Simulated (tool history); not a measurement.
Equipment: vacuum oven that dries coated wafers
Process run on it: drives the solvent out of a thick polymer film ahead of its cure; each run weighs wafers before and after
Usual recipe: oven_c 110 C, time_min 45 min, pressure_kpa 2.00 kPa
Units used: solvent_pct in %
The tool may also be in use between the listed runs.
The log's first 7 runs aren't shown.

| run | day | oven_c | time_min | pressure_kpa | hours of work since the thermocouples were calibrated | hours of work since the vacuum gauge was cleaned of residue | solvent_pct |
|---|---|---|---|---|---|---|---|
| 8 | 9.642 | 110 | 45 | 2.00 | 133 | 1077 | 5.22 |
| 9 | 11.050 | 110 | 45 | 1.82 | 153 | 1096 | 5.09 |
| 10 | 12.521 | 110 | 45 | 1.82 | 173 | 1116 | 5.20 |
| 11 | 13.583 | 110 | 45 | 2.00 | 188 | 1131 | 5.15 |
| 12 | 14.725 | 110 | 80 | 2.00 | 204 | 1147 | 2.52 |
| 13 | 15.933 | 110 | 80 | 2.00 | 220 | 1164 | 2.58 |
| 14 | 17.079 | 110 | 80 | 2.00 | 236 | 1180 | 2.55 |
| 15 | 18.821 | 110 | 80 | 2.00 | 260 | 1204 | 2.47 |
| 16 | 20.450 | 114 | 45 | 2.00 | 283 | 1226 | 4.39 |
| 17 | 21.833 | 114 | 45 | 2.00 | 302 | 1245 | 4.35 |
| 18 | 23.304 | 110 | 52 | 2.00 | 322 | 1266 | 4.37 |
| 19 | 25.083 | 110 | 52 | 2.00 | 347 | 1290 | 4.44 |
| 20 | 26.483 | 110 | 52 | 2.00 | 366 | 1310 | 4.35 |
| 21 | 27.467 | 110 | 45 | 2.00 | 380 | 1323 | 5.15 |
| 22 | 29.133 | 110 | 45 | 2.00 | 403 | 1346 | 5.15 |
| 23 | 30.508 | 110 | 45 | 7.91 | 422 | 1365 | 7.32 |
| 24 | 31.875 | 110 | 45 | 7.91 | 441 | 1384 | 7.40 |
| 25 | 33.392 | 99 | 36 | 7.49 | 462 | 1405 | 11.11 |
|  | 33.746 | vacuum gauge cleaned of residue and calibrated |
| 26 | 34.300 | 101 | 27 | 6.35 | 474 | 8 | 11.27 |
|  | 34.492 | oven's thermocouples calibrated |
| 27 | 35.454 | 125 | 23 | 6.35 | 13 | 23 | 6.50 |

Run 28, settings as shown, results not yet in. Your forecast:
| 28 | 36.833 | 125 | 23 | 6.35 | 32 | 42 | ? |

solvent_pct: 6.51 %
Had the tool carried no hidden state, the very same run would have given solvent_pct 6.88 %.
